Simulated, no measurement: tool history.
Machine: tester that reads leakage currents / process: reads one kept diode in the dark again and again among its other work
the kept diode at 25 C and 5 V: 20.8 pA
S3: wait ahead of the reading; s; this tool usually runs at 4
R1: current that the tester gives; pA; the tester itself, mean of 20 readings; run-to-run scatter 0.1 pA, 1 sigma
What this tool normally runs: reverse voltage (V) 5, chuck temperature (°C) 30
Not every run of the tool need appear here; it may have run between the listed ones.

Run 1, day 0: usual settings. Result: R1 33.34 pA.
Run 2, day 3.029: usual settings. Result: R1 33.54 pA.
Run 3, day 5.871: usual settings but chuck temperature (°C) 55. Result: R1 163.03 pA.
Run 4, day 9.55: usual settings. Result: R1 34.11 pA.
Run 5, day 12.546: usual settings. Result: R1 34.52 pA.
Run 6, day 15.258: usual settings. Result: R1 34.26 pA.
Run 7, day 19.5: usual settings. Result: R1 34.87 pA.
Run 8, day 21.329: usual settings. Result: R1 34.96 pA.
Run 9, day 23.308: usual settings. Result: R1 35.15 pA.
Run 10, day 26.325: usual settings. Result: R1 35.35 pA.
Run 11, day 29.817: usual settings. Result: R1 35.84 pA.
Run 12, day 32.288: usual settings. Result: R1 36.01 pA.
Run 13, day 36.092: usual settings but S3 0.93 s. Result: R1 37.22 pA.
Run 14, day 39.462: usual settings. Result: R1 36.78 pA.
Run 15, day 41.938: usual settings but S3 4.08 s. Result: R1 36.86 pA.
Run 16, day 45.196: usual settings but S3 4.08 s. Result: R1 37.14 pA.
Run 17, day 48.771: usual settings. Result: R1 37.34 pA.
Run 18, day 52.838: usual settings. Result: R1 37.56 pA.
Run 19, day 55.75: usual settings. Result: R1 37.79 pA.
Run 20, day 58.917: usual settings. Result: R1 38.27 pA.
Run 21, day 62.05: usual settings. Result: R1 38.53 pA.
Run 22, day 64.767: usual settings but chuck temperature (°C) 60. Result: R1 232.71 pA.
Run 23, day 67.596: usual settings but chuck temperature (°C) 60. Result: R1 232.68 pA.
Run 24, day 71.758: usual settings but chuck temperature (°C) 34, S3 0.39 s. Result: R1 52.62 pA.
Run 25, day 74.029: usual settings but reverse voltage (V) 4.84. Result: R1 38.79 pA.
Run 26, day 76.554: usual settings but reverse voltage (V) 7.2, chuck temperature (°C) 55, S3 9.68 s. Result: R1 213.55 pA.
Run 27, day 79.229: usual settings but reverse voltage (V) 7.2, chuck temperature (°C) 55, S3 9.68 s. Result: R1 215.23 pA.
Run 28, day 81.258: usual settings but chuck temperature (°C) 59, S3 0.39 s. Result: R1 225.92 pA.
At day 84.225: chuck's temperature calibrated.
Run 29, day 84.862: usual settings but chuck temperature (°C) 59, S3 0.39 s. Result: R1 210.3 pA.
Run 30, day 87.754: usual settings but chuck temperature (°C) 53, S3 5.64 s. Result: R1 146.48 pA.
At day 89.6: probe card cleaned and baked.
Run 31, day 90.896: usual settings but chuck temperature (°C) 53, S3 4.39 s. Result: R1 139.64 pA.
Run 32, day 93.629: usual settings but chuck temperature (°C) 53, S3 1.17 s. Result: R1 141.11 pA.
Run 33, day 96.375: usual settings but chuck temperature (°C) 58, S3 5.33 s. Result: R1 191.03 pA.
Run 34, day 98.758: usual settings but reverse voltage (V) 1.43, chuck temperature (°C) 52, S3 1.95 s. Result: R1 69.38 pA.
Run 35, day 101.438: usual settings but reverse voltage (V) 1.05, chuck temperature (°C) 22, S3 6.58 s. Result: R1 7.64 pA.
Run 36, day 104.946: usual settings but reverse voltage (V) 1.94, chuck temperature (°C) 29, S3 4.42 s. Result: R1 17.83 pA.
Run 37, day 107.775: usual settings but reverse voltage (V) 16.81. Result: R1 61.84 pA.
Run 38, day 111.512: usual settings but reverse voltage (V) 1.78, chuck temperature (°C) 40. Result: R1 36.39 pA.
Run 39, day 113.35: usual settings but reverse voltage (V) 1.78, chuck temperature (°C) 40. Result: R1 36.62 pA.
Run 40, day 115.904: usual settings but reverse voltage (V) 5.33, chuck temperature (°C) 48, S3 6.43 s. Result: R1 109 pA.

Alternative continuations, all from the tool just after run 40; predict every row:
Run A, day 119.738: usual settings but reverse voltage (V) 5.33, chuck temperature (°C) 22, S3 6.43 s. Result: R1 ?.
Run B, day 119.738: usual settings but chuck temperature (°C) 44. Result: R1 ?.
Run C, day 119.738: usual settings but reverse voltage (V) 5.33, chuck temperature (°C) 48, S3 1.31 s. Result: R1 ?.

run      R1
  A   19.86
  B   82.09
  C  110.29
With no hidden state in the tool, these same runs would have given:
run      R1
  A    17.5
  B   78.62
  C  106.22
